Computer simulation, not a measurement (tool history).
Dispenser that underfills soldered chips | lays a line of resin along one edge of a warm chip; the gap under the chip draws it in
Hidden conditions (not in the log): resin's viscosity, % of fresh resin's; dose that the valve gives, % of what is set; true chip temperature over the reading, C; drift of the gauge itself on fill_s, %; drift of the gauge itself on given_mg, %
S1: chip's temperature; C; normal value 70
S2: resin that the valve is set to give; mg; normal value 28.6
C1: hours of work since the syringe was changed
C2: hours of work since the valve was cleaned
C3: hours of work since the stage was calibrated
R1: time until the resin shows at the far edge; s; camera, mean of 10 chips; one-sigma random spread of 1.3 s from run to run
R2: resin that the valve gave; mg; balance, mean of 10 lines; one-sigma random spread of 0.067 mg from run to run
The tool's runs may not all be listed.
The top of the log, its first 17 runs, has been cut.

{"day": 7.038, "done": "new syringe of resin"}
{"run": 18, "day": 7.088, "S1": 70, "S2": 34.5, "C1": 1, "C2": 48, "C3": 242, "R1": 124.4, "R2": 33.74}
{"day": 7.167, "done": "dispensing valve cleaned and set on the balance"}
{"run": 19, "day": 7.504, "S1": 61, "S2": 29.2, "C1": 7, "C2": 5, "C3": 248, "R1": 281.5, "R2": 29.15}
{"day": 7.642, "done": "new syringe of resin"}
{"run": 20, "day": 7.996, "S1": 84, "S2": 31.6, "C1": 6, "C2": 13, "C3": 256, "R1": 79.7, "R2": 31.42}
{"day": 8.2, "done": "new syringe of resin"}
{"run": 21, "day": 8.271, "S1": 57, "S2": 33.8, "C1": 1, "C2": 17, "C3": 260, "R1": 259.5, "R2": 33.56}
{"run": 22, "day": 8.579, "S1": 57, "S2": 33.8, "C1": 6, "C2": 22, "C3": 265, "R1": 341.1, "R2": 33.5}
{"day": 8.754, "done": "new syringe of resin"}
{"run": 23, "day": 8.896, "S1": 57, "S2": 33.8, "C1": 2, "C2": 26, "C3": 269, "R1": 278.7, "R2": 33.28}
{"day": 9.321, "done": "new syringe of resin"}
{"run": 24, "day": 9.35, "S1": 76, "S2": 28.6, "C1": 0, "C2": 33, "C3": 276, "R1": 90, "R2": 28.2}
{"run": 25, "day": 9.592, "S1": 76, "S2": 28.6, "C1": 4, "C2": 37, "C3": 280, "R1": 110.4, "R2": 28.19}
{"day": 9.883, "done": "new syringe of resin"}
{"run": 26, "day": 10.004, "S1": 76, "S2": 28.6, "C1": 2, "C2": 43, "C3": 286, "R1": 97.6, "R2": 28.11}
{"run": 27, "day": 10.246, "S1": 56, "S2": 24.4, "C1": 6, "C2": 47, "C3": 290, "R1": 368, "R2": 23.78}
{"day": 10.383, "done": "dispensing valve cleaned and set on the balance"}
{"day": 10.479, "done": "new syringe of resin"}
{"run": 28, "day": 10.821, "S1": 70, "S2": 26.4, "C1": 5, "C2": 7, "C3": 298, "R1": 163.9, "R2": 26.3}
{"day": 11.025, "done": "new syringe of resin"}
{"run": 29, "day": 11.138, "S1": 65, "S2": 26.4, "C1": 2, "C2": 11, "C3": 303, "R1": 173, "R2": 26.21}
{"day": 11.567, "done": "new syringe of resin"}
{"run": 30, "day": 11.621, "S1": 65, "S2": 26.4, "C1": 1, "C2": 19, "C3": 310, "R1": 164, "R2": 26.15}
{"run": 31, "day": 11.95, "S1": 71, "S2": 28.1, "C1": 6, "C2": 24, "C3": 315, "R1": 159.8, "R2": 27.62}
{"day": 12.133, "done": "new syringe of resin"}
{"run": 32, "day": 12.362, "S1": 71, "S2": 28.1, "C1": 4, "C2": 30, "C3": 322, "R1": 137.6, "R2": 27.75}
{"day": 12.675, "done": "new syringe of resin"}
{"run": 33, "day": 12.883, "S1": 71, "S2": 28.1, "C1": 3, "C2": 38, "C3": 330, "R1": 136.5, "R2": 27.59}

Run 34 is up next; what results do you expect?
{"run": 34, "day": 13.125, "S1": 71, "S2": 28.1, "C1": 7, "C2": 42, "C3": 333, "R1": "?", "R2": "?"}

{"run 34": {"R1": 169.5, "R2": 27.67}}
Had the tool carried no hidden state, the very same run would have given R1 122.5 s, R2 28.24 mg.

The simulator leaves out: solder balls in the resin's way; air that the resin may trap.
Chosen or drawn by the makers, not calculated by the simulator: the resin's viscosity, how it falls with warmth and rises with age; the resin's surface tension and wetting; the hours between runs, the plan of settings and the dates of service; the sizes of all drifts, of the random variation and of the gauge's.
